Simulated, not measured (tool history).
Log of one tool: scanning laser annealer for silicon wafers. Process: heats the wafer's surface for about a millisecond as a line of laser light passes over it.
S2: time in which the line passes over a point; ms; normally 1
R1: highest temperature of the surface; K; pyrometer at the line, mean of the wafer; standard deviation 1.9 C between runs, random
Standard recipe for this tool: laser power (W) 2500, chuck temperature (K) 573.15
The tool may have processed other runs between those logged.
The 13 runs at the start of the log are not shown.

run 14 day=33.629 | laser_power_(W)=2734 S2=1 chuck_temperature_(K)=573.15 | R1=1439.15
run 15 day=36.142 | laser_power_(W)=2500 S2=1 chuck_temperature_(K)=573.15 | R1=1357.15
run 16 day=38.367 | laser_power_(W)=2500 S2=1 chuck_temperature_(K)=603.15 | R1=1384.15
-- day=38.671 window over the wafer cleaned
run 17 day=40.708 | laser_power_(W)=2500 S2=1 chuck_temperature_(K)=603.15 | R1=1375.15
run 18 day=43.15 | laser_power_(W)=2500 S2=0.76 chuck_temperature_(K)=573.15 | R1=1229.15
run 19 day=45.738 | laser_power_(W)=2500 S2=1 chuck_temperature_(K)=573.15 | R1=1343.15
run 20 day=48.321 | laser_power_(W)=2500 S2=1 chuck_temperature_(K)=573.15 | R1=1340.15
run 21 day=50.079 | laser_power_(W)=2500 S2=1 chuck_temperature_(K)=573.15 | R1=1341.15

What will run 22 give?
run 22 day=52.725 | laser_power_(W)=2378 S2=1 chuck_temperature_(K)=535.15 | R1=?

{"run 22": {"R1": 1264.15}}
On a tool with no hidden condition, and with the same random variation, this run would have come out at R1 1303.15 K.
